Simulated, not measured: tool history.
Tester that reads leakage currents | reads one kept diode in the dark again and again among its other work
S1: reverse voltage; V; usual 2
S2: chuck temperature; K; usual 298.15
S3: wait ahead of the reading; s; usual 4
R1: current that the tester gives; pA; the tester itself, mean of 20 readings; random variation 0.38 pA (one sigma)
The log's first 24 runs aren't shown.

run	hour	S1	S2	S3	R1
25	764.8	2	332.15	0.56	2348.78
26	806.5	15.86	332.15	0.95	5872.23
27	831.8	15.86	332.15	0.95	5908.71
28	869.9	15.86	332.15	0.95	5873.77
# hour 909.6: chuck's temperature calibrated
29	912.1	15.24	314.15	0.73	1331.26
30	945	5.71	329.15	0.31	2982.87
31	984.4	5.71	329.15	0.31	2952.59
32	1024.6	2	302.15	0.41	185.6
33	1056.1	5.24	307.15	0.56	447.87
34	1097.3	2	304.15	6.14	222.57
35	1128.9	2	304.15	6.14	222
36	1169.1	2	304.15	6.14	223.12
37	1196.2	1.53	316.15	0.36	571.8
38	1220	2	318.15	4	760.53
39	1243.6	9.27	318.15	9.94	1505.74
40	1262.1	9.27	318.15	9.94	1502.74

Forecast each of these 4 alternatives for the next run:
A	1306.2	2	298.15	0.6	?
B	1306.2	18.96	318.15	0.39	?
C	1306.2	1.86	293.15	0.48	?
D	1306.2	7.3	329.15	3.89	?

run	R1
A	127.22
B	2073.2
C	75.84
D	3314.57
Without the tool's hidden state the same runs would have given:
run	R1
A	127.11
B	2071.71
C	75.77
D	3312.45
